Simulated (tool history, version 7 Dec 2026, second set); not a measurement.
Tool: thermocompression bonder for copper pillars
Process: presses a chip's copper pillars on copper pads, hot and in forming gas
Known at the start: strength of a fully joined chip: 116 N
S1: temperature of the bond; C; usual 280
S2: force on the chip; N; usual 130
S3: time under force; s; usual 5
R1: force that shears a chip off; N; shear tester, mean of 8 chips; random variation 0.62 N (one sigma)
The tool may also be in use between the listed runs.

run 1 hour=0 | S1=280 S2=130 S3=5 | R1=48.8
run 2 hour=7 | S1=280 S2=130 S3=5 | R1=49.6
run 3 hour=16.1 | S1=280 S2=130 S3=5 | R1=48.7
run 4 hour=21 | S1=280 S2=130 S3=5 | R1=49.2
run 5 hour=27.1 | S1=280 S2=130 S3=5 | R1=48.6
run 6 hour=33.6 | S1=280 S2=130 S3=5 | R1=48.7
run 7 hour=38.1 | S1=280 S2=130 S3=5 | R1=48.8
run 8 hour=46.5 | S1=280 S2=130 S3=4 | R1=45.4
run 9 hour=53.3 | S1=280 S2=130 S3=4 | R1=43.8
run 10 hour=61.9 | S1=280 S2=130 S3=4 | R1=45.2
run 11 hour=65.9 | S1=280 S2=130 S3=4 | R1=44.5
run 12 hour=74.8 | S1=280 S2=130 S3=4 | R1=44.8
run 13 hour=80 | S1=280 S2=130 S3=4 | R1=45.2
run 14 hour=84.7 | S1=280 S2=130 S3=4 | R1=44.6
run 15 hour=89.2 | S1=280 S2=130 S3=5 | R1=51.2
run 16 hour=95 | S1=280 S2=80 S3=5 | R1=30
run 17 hour=100.4 | S1=280 S2=130 S3=5 | R1=49.8
run 18 hour=110 | S1=280 S2=130 S3=5 | R1=49.8
run 19 hour=119 | S1=304 S2=169 S3=9 | R1=89.1
run 20 hour=127.3 | S1=284 S2=100 S3=4 | R1=36.6
run 21 hour=135 | S1=284 S2=100 S3=4 | R1=37.3
run 22 hour=139.1 | S1=284 S2=100 S3=4 | R1=36.8
run 23 hour=146.4 | S1=280 S2=130 S3=11 | R1=64.5
run 24 hour=154.1 | S1=280 S2=130 S3=11 | R1=64.4
run 25 hour=162.8 | S1=261 S2=99 S3=11 | R1=37.7
run 26 hour=169.9 | S1=261 S2=99 S3=11 | R1=38.5
run 27 hour=179.4 | S1=261 S2=99 S3=11 | R1=38.4
run 28 hour=185.8 | S1=278 S2=113 S3=11 | R1=55.6
run 29 hour=189.8 | S1=274 S2=130 S3=5 | R1=45.9
run 30 hour=198.9 | S1=256 S2=130 S3=5 | R1=34.5
run 31 hour=203.5 | S1=305 S2=130 S3=6 | R1=70.4
run 32 hour=209.9 | S1=305 S2=130 S3=6 | R1=70.2
run 33 hour=215.1 | S1=271 S2=89 S3=3 | R1=23.4
run 34 hour=221.8 | S1=271 S2=89 S3=3 | R1=23.2
run 35 hour=229 | S1=267 S2=94 S3=5 | R1=29
run 36 hour=234.7 | S1=287 S2=157 S3=5 | R1=63.3

Some steps in R1 between neighbouring runs. How much of each would the tool show without its hidden state too (settings, what came in, random variation), and how much is left for the hidden state, with any gauge scatter that isn't in both results?
The hidden state here: true temperature of the bond over the reading, C; force that reaches the chip, % of what is set; oxide that the forming gas leaves, % of the face; drift of the gauge itself on shear_n, %.
Run 15 -> 16: S2 130 -> 80. R1 -21.2 N: hidden state -0.3, all else -20.9.
Run 18 -> 19: S1 280 -> 304, S2 130 -> 169, S3 5 -> 9. R1 +39.3 N: hidden state -0.8, all else +40.1.
Run 19 -> 20: S1 304 -> 284, S2 169 -> 100, S3 9 -> 4. R1 -52.5 N: hidden state +0.8, all else -53.3.
Run 32 -> 33: S1 305 -> 271, S2 130 -> 89, S3 6 -> 3. R1 -46.8 N: hidden state -0.3, all else -46.5.

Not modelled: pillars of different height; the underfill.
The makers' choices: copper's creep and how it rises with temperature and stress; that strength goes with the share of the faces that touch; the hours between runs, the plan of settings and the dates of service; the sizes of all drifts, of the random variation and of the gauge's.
